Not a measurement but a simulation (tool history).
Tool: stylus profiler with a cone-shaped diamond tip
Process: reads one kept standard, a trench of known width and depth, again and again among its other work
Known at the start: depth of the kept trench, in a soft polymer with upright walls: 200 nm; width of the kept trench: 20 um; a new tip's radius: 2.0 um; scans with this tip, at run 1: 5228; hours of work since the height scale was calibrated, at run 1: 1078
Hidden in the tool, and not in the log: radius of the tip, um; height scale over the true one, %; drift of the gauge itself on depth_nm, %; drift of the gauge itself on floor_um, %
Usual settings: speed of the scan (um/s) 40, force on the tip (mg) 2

| run | hour | speed of the scan (um/s) | force on the tip (mg) | scans with this tip | hours of work since the height scale was calibrated | depth of the trench (angstrom) | width of the trench's floor (um) |
|---|---|---|---|---|---|---|---|
| 1 | 0 | 40 | 2 | 5228 | 1078 | 2016.5 | 18.11 |
| 2 | 59.2 | 40 | 2 | 5445 | 1123 | 2016.6 | 18.1 |
|  | 138.1 | height scale calibrated on a step standard |
| 3 | 152.8 | 40 | 2 | 5786 | 11 | 2015.1 | 18.1 |
| 4 | 233.2 | 40 | 2.2 | 6081 | 72 | 2016.9 | 18.13 |
| 5 | 297.1 | 40 | 2.2 | 6315 | 120 | 2017 | 18.07 |
| 6 | 390 | 134 | 2.2 | 6656 | 190 | 2015 | 17.68 |
| 7 | 454.6 | 39 | 2 | 6892 | 239 | 2017.3 | 18.09 |
| 8 | 514.1 | 40 | 2 | 7110 | 284 | 2016.3 | 18.14 |
| 9 | 618.2 | 40 | 2 | 7492 | 363 | 2015.5 | 18.09 |
| 10 | 710.4 | 19 | 2 | 7830 | 433 | 2015.7 | 18.17 |
| 11 | 809.3 | 19 | 2 | 8193 | 507 | 2014.6 | 18.15 |
| 12 | 871.1 | 19 | 2.72 | 8419 | 554 | 2018.2 | 18.23 |
| 13 | 967.6 | 19 | 2.72 | 8773 | 627 | 2018.6 | 18.24 |
| 14 | 1036.6 | 19 | 2.26 | 9026 | 679 | 2017.9 | 18.15 |
| 15 | 1150.3 | 19 | 2.26 | 9443 | 765 | 2017 | 18.16 |
| 16 | 1244.6 | 19 | 2.26 | 9788 | 836 | 2018.3 | 18.2 |
| 17 | 1332.7 | 50 | 2 | 10111 | 903 | 2014.5 | 18.07 |
| 18 | 1432.9 | 39 | 4.1 | 10479 | 979 | 2026.5 | 18.15 |
| 19 | 1494.7 | 39 | 4.1 | 10705 | 1025 | 2025.7 | 18.15 |
| 20 | 1606.6 | 14 | 2.19 | 11116 | 1110 | 2017.8 | 18.21 |
| 21 | 1657.8 | 67 | 5.86 | 11303 | 1149 | 2034 | 18.07 |
|  | 1700.4 | height scale calibrated on a step standard |
| 22 | 1741.6 | 11 | 1.29 | 11609 | 31 | 2010.6 | 18.17 |
| 23 | 1794.9 | 11 | 1.29 | 11804 | 71 | 2012.3 | 18.21 |
| 24 | 1886.6 | 76 | 1.68 | 12140 | 141 | 2012.8 | 17.9 |
| 25 | 1959.3 | 23 | 2 | 12406 | 196 | 2014.4 | 18.14 |
| 26 | 2054 | 83 | 3.24 | 12754 | 267 | 2023.6 | 17.99 |
| 27 | 2169.6 | 24 | 2.58 | 13178 | 355 | 2018.1 | 18.17 |
| 28 | 2233.1 | 24 | 2.58 | 13410 | 403 | 2020 | 18.22 |

Forecast run 29:
| 29 | 2326.5 | 24 | 2.58 | 13753 | 473 | ? | ? |

{"run 29": {"depth of the trench (angstrom)": 2017.6, "width of the trench's floor (um)": 18.2}}
Without the tool's hidden state the same run would have given depth of the trench (angstrom) 2017.5, width of the trench's floor (um) 18.21.

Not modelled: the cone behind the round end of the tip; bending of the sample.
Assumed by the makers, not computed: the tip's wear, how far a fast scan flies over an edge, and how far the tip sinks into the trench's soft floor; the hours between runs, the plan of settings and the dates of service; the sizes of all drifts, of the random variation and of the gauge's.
